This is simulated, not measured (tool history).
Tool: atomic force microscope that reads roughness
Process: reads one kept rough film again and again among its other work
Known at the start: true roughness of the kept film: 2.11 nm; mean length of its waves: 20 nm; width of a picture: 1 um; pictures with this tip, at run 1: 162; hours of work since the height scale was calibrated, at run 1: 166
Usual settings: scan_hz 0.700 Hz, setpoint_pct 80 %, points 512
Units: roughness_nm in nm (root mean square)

run	hour	scan_hz	setpoint_pct	points	pictures with this tip	hours of work since the height scale was calibrated	roughness_nm
1	0.0	0.700	80	512	162	166	1.616
2	8.5	2.773	80	512	180	171	1.458
3	15.9	2.773	80	512	196	176	1.448
4	23.9	2.773	80	512	213	181	1.432
5	31.7	2.773	80	512	230	186	1.432
6	36.6	2.773	74	512	241	190	1.459
7	42.6	0.929	83	775	254	194	1.505
8	50.1	0.700	60	266	270	198	1.511
9	54.8	0.700	60	266	280	201	1.478

The next listed run, before its measurement:
10	59.6	0.700	60	266	291	205	?

Run 10 gave roughness_nm 1.469 nm (root mean square).
Without the tool's hidden state the same run would have given roughness_nm 1.757 nm (root mean square).
